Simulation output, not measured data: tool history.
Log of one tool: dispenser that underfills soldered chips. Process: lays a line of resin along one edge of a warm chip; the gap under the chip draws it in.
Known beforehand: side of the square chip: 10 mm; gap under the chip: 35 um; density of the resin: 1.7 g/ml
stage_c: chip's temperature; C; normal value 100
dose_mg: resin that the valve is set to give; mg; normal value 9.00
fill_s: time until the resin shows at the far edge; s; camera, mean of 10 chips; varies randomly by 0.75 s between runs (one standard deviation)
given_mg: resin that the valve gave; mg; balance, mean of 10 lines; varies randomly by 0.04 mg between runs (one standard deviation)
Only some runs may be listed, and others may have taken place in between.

run,hour,stage_c,dose_mg,fill_s,given_mg
1,0.0,100,9.00,95.0,8.53
2,7.3,92,9.00,166.0,8.44
# hour 9.0: new syringe of resin
3,12.1,92,9.00,102.2,8.48
# hour 19.5: dispensing valve cleaned and set on the balance
4,22.2,100,11.64,113.6,11.71
# hour 25.6: new syringe of resin
5,27.3,101,9.00,73.2,8.95
6,36.4,100,9.00,111.0,8.90
# hour 41.5: new syringe of resin
7,42.4,100,9.18,72.4,9.07
8,52.0,100,8.41,110.7,8.25
# hour 57.2: new syringe of resin
9,59.8,99,7.91,81.7,7.74
10,67.7,99,9.00,111.3,8.82
# hour 72.6: new syringe of resin
11,75.3,91,9.22,103.8,9.06
12,81.1,109,9.28,75.4,9.03
13,87.6,109,9.28,97.8,9.05

Branching from run 13: 5 alternative next runs. What would each branch give?
# hour 88.6: new syringe of resin
A,96.5,100,9.29,?,?
# hour 88.6: new syringe of resin
B,96.5,110,9.28,?,?
# hour 88.6: new syringe of resin
C,96.5,102,8.53,?,?
# hour 88.6: new syringe of resin
D,96.5,112,11.54,?,?
# hour 88.6: new syringe of resin
E,96.5,110,9.00,?,?

run,fill_s,given_mg
A,96.7,8.96
B,72.4,8.88
C,92.8,8.24
D,65.9,11.06
E,71.8,8.68
With no hidden state in the tool, these same runs would have given:
run,fill_s,given_mg
A,67.6,9.28
B,50.5,9.20
C,64.9,8.53
D,46.3,11.46
E,50.1,8.99
